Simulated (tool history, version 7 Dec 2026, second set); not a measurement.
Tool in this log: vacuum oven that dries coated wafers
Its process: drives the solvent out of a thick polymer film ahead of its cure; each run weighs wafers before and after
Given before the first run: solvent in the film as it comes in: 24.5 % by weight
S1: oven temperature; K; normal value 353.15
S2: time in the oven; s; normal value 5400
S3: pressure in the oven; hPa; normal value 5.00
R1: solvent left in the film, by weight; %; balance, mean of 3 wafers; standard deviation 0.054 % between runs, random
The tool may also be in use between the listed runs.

{"run": 1, "day": 0.0, "S1": 353.15, "S2": 5400, "S3": 5.0, "R1": 2.41}
{"run": 2, "day": 0.217, "S1": 353.15, "S2": 5400, "S3": 14.63, "R1": 4.11}
{"run": 3, "day": 0.612, "S1": 353.15, "S2": 5400, "S3": 3.13, "R1": 2.05}
{"run": 4, "day": 1.154, "S1": 366.15, "S2": 5400, "S3": 3.13, "R1": 0.57}
{"run": 5, "day": 1.479, "S1": 353.15, "S2": 5400, "S3": 5.0, "R1": 2.33}
{"run": 6, "day": 1.804, "S1": 353.15, "S2": 5400, "S3": 5.0, "R1": 2.39}
{"run": 7, "day": 2.112, "S1": 353.15, "S2": 5400, "S3": 5.0, "R1": 2.46}
{"run": 8, "day": 2.45, "S1": 353.15, "S2": 5400, "S3": 5.0, "R1": 2.45}
{"run": 9, "day": 2.925, "S1": 353.15, "S2": 5400, "S3": 5.0, "R1": 2.49}
{"run": 10, "day": 3.2, "S1": 353.15, "S2": 5400, "S3": 5.0, "R1": 2.43}
{"run": 11, "day": 3.662, "S1": 353.15, "S2": 5400, "S3": 5.0, "R1": 2.44}
{"run": 12, "day": 4.142, "S1": 353.15, "S2": 5400, "S3": 5.0, "R1": 2.48}
{"run": 13, "day": 4.658, "S1": 353.15, "S2": 5400, "S3": 5.0, "R1": 2.47}
{"run": 14, "day": 5.183, "S1": 351.15, "S2": 5400, "S3": 5.0, "R1": 2.95}
{"run": 15, "day": 5.592, "S1": 351.15, "S2": 5400, "S3": 5.0, "R1": 2.94}
{"day": 5.692, "done": "vacuum gauge cleaned of residue and calibrated"}
{"run": 16, "day": 6.146, "S1": 351.15, "S2": 5400, "S3": 5.0, "R1": 3.03}
{"run": 17, "day": 6.5, "S1": 367.15, "S2": 6900, "S3": 4.48, "R1": 0.54}
{"run": 18, "day": 6.904, "S1": 363.15, "S2": 2700, "S3": 6.26, "R1": 3.11}
{"run": 19, "day": 7.383, "S1": 341.15, "S2": 8880, "S3": 17.63, "R1": 7.47}
{"run": 20, "day": 7.642, "S1": 357.15, "S2": 3000, "S3": 5.0, "R1": 4.13}
{"run": 21, "day": 8.15, "S1": 357.15, "S2": 3000, "S3": 5.0, "R1": 4.16}
{"run": 22, "day": 8.442, "S1": 353.15, "S2": 4800, "S3": 5.0, "R1": 3.12}
{"day": 8.621, "done": "vacuum gauge cleaned of residue and calibrated, once more"}
{"run": 23, "day": 8.796, "S1": 353.15, "S2": 4800, "S3": 5.0, "R1": 2.86}
{"run": 24, "day": 9.258, "S1": 366.15, "S2": 5400, "S3": 5.0, "R1": 0.65}
{"run": 25, "day": 9.65, "S1": 366.15, "S2": 5400, "S3": 5.0, "R1": 0.67}
{"run": 26, "day": 9.954, "S1": 353.15, "S2": 3720, "S3": 7.68, "R1": 4.66}
{"run": 27, "day": 10.342, "S1": 362.15, "S2": 6300, "S3": 2.94, "R1": 0.61}
{"run": 28, "day": 10.642, "S1": 362.15, "S2": 6300, "S3": 2.94, "R1": 0.56}
{"run": 29, "day": 11.058, "S1": 362.15, "S2": 6300, "S3": 8.72, "R1": 1.38}

For some of the steps in R1 from one run to the next: how much would appear even if the tool had no hidden state, given the settings, what came in and random variation, and how much remains for the hidden state plus any gauge scatter that the measured result and the result without hidden state don't share?
Unlogged tool condition in this case: true wafer temperature over the reading, C; true pressure over the reading, kPa; drift of the gauge itself on solvent_pct, %.
Run 18 -> 19: S1 363.15 -> 341.15, S2 2700 -> 8880, S3 6.26 -> 17.63. R1 +4.36 %: hidden state +0.47, all else +3.89.
Run 25 -> 26: S1 366.15 -> 353.15, S2 5400 -> 3720, S3 5.00 -> 7.68. R1 +3.99 %: hidden state +0.53, all else +3.46.
Run 26 -> 27: S1 353.15 -> 362.15, S2 3720 -> 6300, S3 7.68 -> 2.94. R1 -4.05 %: hidden state -0.52, all else -3.53.
